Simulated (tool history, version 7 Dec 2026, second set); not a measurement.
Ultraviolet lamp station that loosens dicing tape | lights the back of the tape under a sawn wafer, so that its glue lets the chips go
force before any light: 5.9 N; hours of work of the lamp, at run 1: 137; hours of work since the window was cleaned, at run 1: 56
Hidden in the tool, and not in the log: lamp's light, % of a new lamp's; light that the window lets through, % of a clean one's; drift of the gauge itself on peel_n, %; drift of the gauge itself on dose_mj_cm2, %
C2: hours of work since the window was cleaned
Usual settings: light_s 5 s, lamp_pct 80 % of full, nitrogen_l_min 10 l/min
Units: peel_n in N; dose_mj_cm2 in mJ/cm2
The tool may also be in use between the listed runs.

Run 1, day 0: usual settings; hours of work of the lamp 137; C2 56. Result: peel_n 0.329 N, dose_mj_cm2 457 mJ/cm2.
Run 2, day 0.367: usual settings but lamp_pct 64 % of full; hours of work of the lamp 141; C2 60. Result: peel_n 0.482 N, dose_mj_cm2 365 mJ/cm2.
Run 3, day 1.079: usual settings but lamp_pct 64 % of full; hours of work of the lamp 150; C2 68. Result: peel_n 0.498 N, dose_mj_cm2 366 mJ/cm2.
Run 4, day 1.667: usual settings but lamp_pct 69 % of full; hours of work of the lamp 156; C2 75. Result: peel_n 0.425 N, dose_mj_cm2 388 mJ/cm2.
Run 5, day 2.208: usual settings but lamp_pct 90 % of full; hours of work of the lamp 163; C2 81. Result: peel_n 0.308 N, dose_mj_cm2 505 mJ/cm2.
Run 6, day 2.65: usual settings but lamp_pct 90 % of full; hours of work of the lamp 168; C2 86. Result: peel_n 0.297 N, dose_mj_cm2 496 mJ/cm2.
Run 7, day 2.975: usual settings but lamp_pct 90 % of full; hours of work of the lamp 171; C2 90. Result: peel_n 0.283 N, dose_mj_cm2 497 mJ/cm2.
Run 8, day 3.692: usual settings but lamp_pct 90 % of full; hours of work of the lamp 180; C2 98. Result: peel_n 0.302 N, dose_mj_cm2 499 mJ/cm2.
Run 9, day 4.275: usual settings but lamp_pct 90 % of full; hours of work of the lamp 186; C2 105. Result: peel_n 0.31 N, dose_mj_cm2 501 mJ/cm2.
Run 10, day 4.708: usual settings but lamp_pct 90 % of full; hours of work of the lamp 191; C2 110. Result: peel_n 0.305 N, dose_mj_cm2 493 mJ/cm2.
Run 11, day 5.258: usual settings but lamp_pct 90 % of full; hours of work of the lamp 198; C2 116. Result: peel_n 0.313 N, dose_mj_cm2 493 mJ/cm2.
Run 12, day 5.642: usual settings but lamp_pct 90 % of full; hours of work of the lamp 202; C2 120. Result: peel_n 0.322 N, dose_mj_cm2 491 mJ/cm2.
Run 13, day 6.275: usual settings but lamp_pct 90 % of full, nitrogen_l_min 7 l/min; hours of work of the lamp 209; C2 128. Result: peel_n 0.354 N, dose_mj_cm2 489 mJ/cm2.
Run 14, day 6.604: usual settings but lamp_pct 90 % of full, nitrogen_l_min 7 l/min; hours of work of the lamp 213; C2 131. Result: peel_n 0.363 N, dose_mj_cm2 481 mJ/cm2.
Run 15, day 6.971: usual settings but light_s 3 s, lamp_pct 90 % of full, nitrogen_l_min 4 l/min; hours of work of the lamp 217; C2 136. Result: peel_n 1.124 N, dose_mj_cm2 293 mJ/cm2.
Run 16, day 7.388: usual settings but light_s 2 s, lamp_pct 78 % of full; hours of work of the lamp 222; C2 140. Result: peel_n 1.537 N, dose_mj_cm2 170 mJ/cm2.
Run 17, day 8: usual settings but light_s 3 s, lamp_pct 78 % of full, nitrogen_l_min 3 l/min; hours of work of the lamp 229; C2 148. Result: peel_n 1.516 N, dose_mj_cm2 247 mJ/cm2.
Run 18, day 8.738: usual settings but light_s 9 s, lamp_pct 65 % of full, nitrogen_l_min 7 l/min; hours of work of the lamp 238; C2 156. Result: peel_n 0.259 N, dose_mj_cm2 629 mJ/cm2.
Run 19, day 9.304: usual settings but light_s 10 s, lamp_pct 71 % of full, nitrogen_l_min 7 l/min; hours of work of the lamp 244; C2 162. Result: peel_n 0.244 N, dose_mj_cm2 747 mJ/cm2.
Run 20, day 10.054: usual settings but lamp_pct 95 % of full, nitrogen_l_min 6 l/min; hours of work of the lamp 253; C2 171. Result: peel_n 0.377 N, dose_mj_cm2 505 mJ/cm2.
Run 21, day 10.517: usual settings but lamp_pct 95 % of full, nitrogen_l_min 6 l/min; hours of work of the lamp 258; C2 176. Result: peel_n 0.369 N, dose_mj_cm2 497 mJ/cm2.
Run 22, day 11.254: usual settings but light_s 4 s, nitrogen_l_min 18 l/min; hours of work of the lamp 266; C2 185. Result: peel_n 0.416 N, dose_mj_cm2 333 mJ/cm2.
Run 23, day 11.979: usual settings but light_s 4 s, nitrogen_l_min 18 l/min; hours of work of the lamp 275; C2 193. Result: peel_n 0.437 N, dose_mj_cm2 339 mJ/cm2.

Run 24 comes next. What will it give?
Run 24, day 12.608: usual settings but lamp_pct 61 % of full; hours of work of the lamp 282; C2 200. Result: peel_n ?, dose_mj_cm2 ?.

Run 24 gave peel_n 0.598 N, dose_mj_cm2 312 mJ/cm2.
Without the tool's hidden state the same run would have given peel_n 0.449 N, dose_mj_cm2 370 mJ/cm2.
